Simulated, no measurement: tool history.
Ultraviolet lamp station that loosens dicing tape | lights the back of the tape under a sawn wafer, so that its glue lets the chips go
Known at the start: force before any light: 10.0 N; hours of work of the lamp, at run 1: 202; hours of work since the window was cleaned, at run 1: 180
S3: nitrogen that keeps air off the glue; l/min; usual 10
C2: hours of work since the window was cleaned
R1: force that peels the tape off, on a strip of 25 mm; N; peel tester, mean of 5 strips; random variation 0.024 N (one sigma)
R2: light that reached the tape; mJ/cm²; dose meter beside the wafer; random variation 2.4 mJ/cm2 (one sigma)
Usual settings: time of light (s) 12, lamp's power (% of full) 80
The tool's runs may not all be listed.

run 1 hour=0 | time_of_light_(s)=12 lamp's_power_(%_of_full)=80 S3=10 | hours_of_work_of_the_lamp=202 C2=180 | R1=1.508 R2=233
run 2 hour=17.2 | time_of_light_(s)=12 lamp's_power_(%_of_full)=80 S3=8 | hours_of_work_of_the_lamp=209 C2=187 | R1=1.694 R2=231
run 3 hour=36.9 | time_of_light_(s)=12 lamp's_power_(%_of_full)=69 S3=8 | hours_of_work_of_the_lamp=218 C2=196 | R1=2.138 R2=197
run 4 hour=56.1 | time_of_light_(s)=12 lamp's_power_(%_of_full)=91 S3=8 | hours_of_work_of_the_lamp=226 C2=204 | R1=1.402 R2=256
run 5 hour=67.1 | time_of_light_(s)=12 lamp's_power_(%_of_full)=91 S3=8 | hours_of_work_of_the_lamp=231 C2=209 | R1=1.431 R2=258
run 6 hour=80.7 | time_of_light_(s)=12 lamp's_power_(%_of_full)=80 S3=10 | hours_of_work_of_the_lamp=237 C2=214 | R1=1.633 R2=228
run 7 hour=94.3 | time_of_light_(s)=12 lamp's_power_(%_of_full)=80 S3=4 | hours_of_work_of_the_lamp=242 C2=220 | R1=2.272 R2=229
run 8 hour=114.2 | time_of_light_(s)=12 lamp's_power_(%_of_full)=80 S3=10 | hours_of_work_of_the_lamp=251 C2=229 | R1=1.677 R2=223
run 9 hour=124.4 | time_of_light_(s)=12 lamp's_power_(%_of_full)=80 S3=10 | hours_of_work_of_the_lamp=255 C2=233 | R1=1.696 R2=222
run 10 hour=138.1 | time_of_light_(s)=12 lamp's_power_(%_of_full)=80 S3=10 | hours_of_work_of_the_lamp=261 C2=239 | R1=1.713 R2=221
run 11 hour=155 | time_of_light_(s)=12 lamp's_power_(%_of_full)=80 S3=10 | hours_of_work_of_the_lamp=268 C2=246 | R1=1.725 R2=219
run 12 hour=173.2 | time_of_light_(s)=12 lamp's_power_(%_of_full)=80 S3=10 | hours_of_work_of_the_lamp=276 C2=254 | R1=1.778 R2=222
run 13 hour=192.7 | time_of_light_(s)=12 lamp's_power_(%_of_full)=80 S3=10 | hours_of_work_of_the_lamp=285 C2=263 | R1=1.747 R2=215
run 14 hour=207.2 | time_of_light_(s)=12 lamp's_power_(%_of_full)=80 S3=10 | hours_of_work_of_the_lamp=291 C2=269 | R1=1.772 R2=213
run 15 hour=219.4 | time_of_light_(s)=12 lamp's_power_(%_of_full)=80 S3=17 | hours_of_work_of_the_lamp=296 C2=274 | R1=1.553 R2=210
run 16 hour=239.1 | time_of_light_(s)=12 lamp's_power_(%_of_full)=80 S3=17 | hours_of_work_of_the_lamp=304 C2=282 | R1=1.525 R2=212
run 17 hour=259 | time_of_light_(s)=12 lamp's_power_(%_of_full)=80 S3=17 | hours_of_work_of_the_lamp=313 C2=291 | R1=1.55 R2=209
run 18 hour=269.8 | time_of_light_(s)=12 lamp's_power_(%_of_full)=63 S3=10 | hours_of_work_of_the_lamp=318 C2=296 | R1=2.623 R2=166
run 19 hour=289.5 | time_of_light_(s)=12 lamp's_power_(%_of_full)=63 S3=6 | hours_of_work_of_the_lamp=326 C2=304 | R1=3.036 R2=169
run 20 hour=305.8 | time_of_light_(s)=12 lamp's_power_(%_of_full)=70 S3=10 | hours_of_work_of_the_lamp=333 C2=311 | R1=2.361 R2=183
run 21 hour=326.6 | time_of_light_(s)=12 lamp's_power_(%_of_full)=80 S3=10 | hours_of_work_of_the_lamp=342 C2=320 | R1=1.88 R2=207
run 22 hour=342.2 | time_of_light_(s)=12 lamp's_power_(%_of_full)=77 S3=10 | hours_of_work_of_the_lamp=349 C2=327 | R1=2.04 R2=198
run 23 hour=354.8 | time_of_light_(s)=7 lamp's_power_(%_of_full)=80 S3=7 | hours_of_work_of_the_lamp=354 C2=332 | R1=3.985 R2=117
run 24 hour=369.3 | time_of_light_(s)=7 lamp's_power_(%_of_full)=61 S3=5 | hours_of_work_of_the_lamp=360 C2=338 | R1=5.408 R2=92
-- hour=379.1 window cleaned of glue's vapour
run 25 hour=383.9 | time_of_light_(s)=14 lamp's_power_(%_of_full)=62 S3=10 | hours_of_work_of_the_lamp=366 C2=2 | R1=1.717 R2=223
run 26 hour=405 | time_of_light_(s)=14 lamp's_power_(%_of_full)=62 S3=10 | hours_of_work_of_the_lamp=375 C2=11 | R1=1.737 R2=217
run 27 hour=422.2 | time_of_light_(s)=8 lamp's_power_(%_of_full)=97 S3=7 | hours_of_work_of_the_lamp=383 C2=18 | R1=2.347 R2=195
run 28 hour=431.1 | time_of_light_(s)=12 lamp's_power_(%_of_full)=99 S3=13 | hours_of_work_of_the_lamp=387 C2=22 | R1=0.925 R2=302
run 29 hour=448 | time_of_light_(s)=10 lamp's_power_(%_of_full)=69 S3=6 | hours_of_work_of_the_lamp=394 C2=30 | R1=2.862 R2=174
run 30 hour=469.1 | time_of_light_(s)=10 lamp's_power_(%_of_full)=69 S3=6 | hours_of_work_of_the_lamp=403 C2=39 | R1=2.905 R2=171
run 31 hour=484.3 | time_of_light_(s)=18 lamp's_power_(%_of_full)=68 S3=14 | hours_of_work_of_the_lamp=409 C2=45 | R1=0.823 R2=302
run 32 hour=500.9 | time_of_light_(s)=15 lamp's_power_(%_of_full)=80 S3=10 | hours_of_work_of_the_lamp=416 C2=52 | R1=0.993 R2=292
run 33 hour=518.6 | time_of_light_(s)=12 lamp's_power_(%_of_full)=64 S3=10 | hours_of_work_of_the_lamp=424 C2=60 | R1=2.182 R2=190
run 34 hour=531.1 | time_of_light_(s)=18 lamp's_power_(%_of_full)=67 S3=4 | hours_of_work_of_the_lamp=429 C2=65 | R1=1.531 R2=293
run 35 hour=546.6 | time_of_light_(s)=19 lamp's_power_(%_of_full)=86 S3=10 | hours_of_work_of_the_lamp=436 C2=72 | R1=0.487 R2=393
run 36 hour=558.8 | time_of_light_(s)=19 lamp's_power_(%_of_full)=86 S3=10 | hours_of_work_of_the_lamp=441 C2=77 | R1=0.505 R2=391
run 37 hour=575.8 | time_of_light_(s)=11 lamp's_power_(%_of_full)=71 S3=11 | hours_of_work_of_the_lamp=449 C2=84 | R1=2.208 R2=189
run 38 hour=589.6 | time_of_light_(s)=17 lamp's_power_(%_of_full)=89 S3=7 | hours_of_work_of_the_lamp=455 C2=90 | R1=0.755 R2=358
run 39 hour=606.8 | time_of_light_(s)=12 lamp's_power_(%_of_full)=94 S3=20 | hours_of_work_of_the_lamp=462 C2=98 | R1=0.949 R2=265
run 40 hour=619.4 | time_of_light_(s)=9 lamp's_power_(%_of_full)=72 S3=8 | hours_of_work_of_the_lamp=467 C2=103 | R1=3.084 R2=151
run 41 hour=630.4 | time_of_light_(s)=9 lamp's_power_(%_of_full)=72 S3=8 | hours_of_work_of_the_lamp=472 C2=108 | R1=2.953 R2=151

Forecast each of these 3 alternatives for the next run:
run A hour=643.3 | time_of_light_(s)=20 lamp's_power_(%_of_full)=77 S3=11 | hours_of_work_of_the_lamp=478 C2=113 | R1=? R2=?
run B hour=643.3 | time_of_light_(s)=9 lamp's_power_(%_of_full)=72 S3=5 | hours_of_work_of_the_lamp=478 C2=113 | R1=? R2=?
run C hour=643.3 | time_of_light_(s)=7 lamp's_power_(%_of_full)=77 S3=16 | hours_of_work_of_the_lamp=478 C2=113 | R1=? R2=?

run=A R1=0.577 R2=359
run=B R1=3.491 R2=150
run=C R1=3.314 R2=124
Without the tool's hidden state the same runs would have given:
run=A R1=0.355 R2=436
run=B R1=2.796 R2=183
run=C R1=2.628 R2=151
